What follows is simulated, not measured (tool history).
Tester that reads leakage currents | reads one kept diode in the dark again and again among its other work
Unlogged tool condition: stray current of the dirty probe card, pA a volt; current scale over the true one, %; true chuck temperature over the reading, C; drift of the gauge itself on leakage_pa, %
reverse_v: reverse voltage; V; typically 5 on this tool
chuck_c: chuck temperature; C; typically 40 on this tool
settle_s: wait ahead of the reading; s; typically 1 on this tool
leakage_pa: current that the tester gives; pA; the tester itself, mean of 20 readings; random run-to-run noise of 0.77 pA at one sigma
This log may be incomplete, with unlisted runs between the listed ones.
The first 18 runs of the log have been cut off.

run,day,reverse_v,chuck_c,settle_s,hours of work since the probe card was cleaned,hours of work since the tester was calibrated,hours of work since the chuck was calibrated,leakage_pa
19,117.367,5,40,1,3736,2782,619,260.04
20,125.883,5,40,1,3820,2866,702,260.52
# day 127.492: probe card cleaned and baked
21,131.083,8.86,21,5.56,35,2916,752,87.64
22,139.2,8.86,21,5.56,115,2996,832,87.01
23,143.896,8.86,21,5.56,162,3042,879,87.36
24,150.279,8.86,21,5.56,224,3105,941,87.27
25,158.858,8.86,26,8.71,309,3189,1026,125.04
26,162.929,8.86,26,8.71,349,3230,1066,125.07
27,170.733,5,40,2.25,426,3306,1143,239.83
28,179.592,5,40,2.25,513,3394,1230,238.99
29,184.754,3.24,43,1,564,3444,1281,227.74
30,191.054,18.21,37,0.65,626,3506,1343,403.98

Estimate the outcome of run 31 from the log above:
31,199.167,5,25,1,706,3586,1423,?

{"run 31": {"leakage_pa": 83.02}}
Were there no unlogged condition in the tool, this run, its random variation unchanged, would have produced leakage_pa 89.98 pA.
